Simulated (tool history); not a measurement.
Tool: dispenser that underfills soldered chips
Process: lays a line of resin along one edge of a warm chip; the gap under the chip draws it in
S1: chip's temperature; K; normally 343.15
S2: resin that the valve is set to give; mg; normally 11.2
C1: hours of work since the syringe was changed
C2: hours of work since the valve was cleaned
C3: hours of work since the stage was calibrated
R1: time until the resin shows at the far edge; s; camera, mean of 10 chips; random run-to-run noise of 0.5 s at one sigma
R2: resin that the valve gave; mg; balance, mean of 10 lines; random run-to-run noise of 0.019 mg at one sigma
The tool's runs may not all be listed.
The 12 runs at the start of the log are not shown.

{"hour": 44.1, "done": "new syringe of resin"}
{"run": 13, "hour": 48.3, "S1": 343.15, "S2": 11.2, "C1": 3, "C2": 30, "C3": 73, "R1": 45.9, "R2": 11.01}
{"run": 14, "hour": 50.5, "S1": 343.15, "S2": 11.2, "C1": 5, "C2": 32, "C3": 74, "R1": 48.7, "R2": 10.97}
{"hour": 52.2, "done": "new syringe of resin"}
{"run": 15, "hour": 54.3, "S1": 343.15, "S2": 13.0, "C1": 1, "C2": 34, "C3": 77, "R1": 42.5, "R2": 12.76}
{"run": 16, "hour": 59.6, "S1": 343.15, "S2": 13.0, "C1": 5, "C2": 38, "C3": 81, "R1": 50.9, "R2": 12.72}
{"hour": 60.6, "done": "new syringe of resin"}
{"run": 17, "hour": 62.8, "S1": 343.15, "S2": 13.0, "C1": 2, "C2": 40, "C3": 83, "R1": 42.9, "R2": 12.71}
{"run": 18, "hour": 66.1, "S1": 350.15, "S2": 11.2, "C1": 4, "C2": 42, "C3": 85, "R1": 36.9, "R2": 10.94}
{"hour": 68.9, "done": "new syringe of resin"}
{"run": 19, "hour": 71.1, "S1": 350.15, "S2": 11.2, "C1": 2, "C2": 46, "C3": 89, "R1": 33.4, "R2": 10.89}
{"hour": 74.1, "done": "dispensing valve cleaned and set on the balance"}
{"run": 20, "hour": 77.4, "S1": 350.15, "S2": 11.2, "C1": 5, "C2": 2, "C3": 92, "R1": 38.7, "R2": 11.16}
{"hour": 78.2, "done": "new syringe of resin"}
{"run": 21, "hour": 80.1, "S1": 332.15, "S2": 11.2, "C1": 1, "C2": 4, "C3": 94, "R1": 65.9, "R2": 11.15}
{"run": 22, "hour": 84.8, "S1": 343.15, "S2": 12.1, "C1": 5, "C2": 7, "C3": 97, "R1": 49.8, "R2": 12.05}
{"hour": 86.5, "done": "new syringe of resin"}
{"run": 23, "hour": 89.8, "S1": 346.15, "S2": 12.4, "C1": 2, "C2": 11, "C3": 101, "R1": 38.5, "R2": 12.31}
{"hour": 94.6, "done": "new syringe of resin"}
{"run": 24, "hour": 95.4, "S1": 347.15, "S2": 11.8, "C1": 1, "C2": 15, "C3": 105, "R1": 34.9, "R2": 11.7}
{"run": 25, "hour": 97.9, "S1": 347.15, "S2": 12.6, "C1": 2, "C2": 16, "C3": 106, "R1": 38.1, "R2": 12.47}
{"run": 26, "hour": 100.8, "S1": 353.15, "S2": 9.8, "C1": 4, "C2": 19, "C3": 108, "R1": 34.0, "R2": 9.68}
{"hour": 103.0, "done": "new syringe of resin"}
{"run": 27, "hour": 106.5, "S1": 353.15, "S2": 9.8, "C1": 3, "C2": 22, "C3": 112, "R1": 31.7, "R2": 9.68}
{"hour": 111.1, "done": "new syringe of resin"}
{"run": 28, "hour": 111.8, "S1": 353.15, "S2": 9.8, "C1": 1, "C2": 26, "C3": 116, "R1": 28.7, "R2": 9.66}
{"run": 29, "hour": 115.7, "S1": 353.15, "S2": 9.8, "C1": 3, "C2": 29, "C3": 119, "R1": 31.7, "R2": 9.61}
{"hour": 119.2, "done": "new syringe of resin"}
{"run": 30, "hour": 120.2, "S1": 343.15, "S2": 9.9, "C1": 1, "C2": 32, "C3": 122, "R1": 43.9, "R2": 9.75}
{"run": 31, "hour": 123.5, "S1": 338.15, "S2": 11.2, "C1": 3, "C2": 34, "C3": 124, "R1": 57.2, "R2": 10.96}
{"hour": 127.2, "done": "new syringe of resin"}
{"run": 32, "hour": 128.8, "S1": 341.15, "S2": 11.2, "C1": 1, "C2": 38, "C3": 128, "R1": 44.5, "R2": 11.01}
{"run": 33, "hour": 131.0, "S1": 341.15, "S2": 11.2, "C1": 3, "C2": 39, "C3": 129, "R1": 47.9, "R2": 10.94}
{"hour": 135.2, "done": "new syringe of resin"}
{"run": 34, "hour": 136.5, "S1": 341.15, "S2": 11.2, "C1": 1, "C2": 43, "C3": 133, "R1": 43.4, "R2": 10.95}
{"run": 35, "hour": 141.6, "S1": 341.15, "S2": 11.2, "C1": 5, "C2": 47, "C3": 137, "R1": 50.9, "R2": 10.95}
{"hour": 143.1, "done": "dispensing valve cleaned and set on the balance"}
{"hour": 144.6, "done": "new syringe of resin"}
{"run": 36, "hour": 148.2, "S1": 341.15, "S2": 11.2, "C1": 3, "C2": 3, "C3": 141, "R1": 48.6, "R2": 11.18}
{"hour": 152.7, "done": "new syringe of resin"}
{"run": 37, "hour": 153.8, "S1": 349.15, "S2": 13.6, "C1": 1, "C2": 7, "C3": 144, "R1": 32.0, "R2": 13.53}

Branching from run 37: 3 alternative next runs. What would each branch give?
{"run": "A", "hour": 157.5, "S1": 328.15, "S2": 10.0, "C1": 3, "C2": 10, "C3": 147, "R1": "?", "R2": "?"}
{"run": "B", "hour": 157.5, "S1": 335.15, "S2": 14.1, "C1": 3, "C2": 10, "C3": 147, "R1": "?", "R2": "?"}
{"run": "C", "hour": 157.5, "S1": 349.15, "S2": 13.4, "C1": 3, "C2": 10, "C3": 147, "R1": "?", "R2": "?"}

run=A R1=86.0 R2=9.95
run=B R1=60.4 R2=14.04
run=C R1=34.9 R2=13.31
Without the tool's unlogged condition, the same runs would have read:
run=A R1=75.9 R2=10.01
run=B R1=53.3 R2=14.12
run=C R1=30.8 R2=13.39
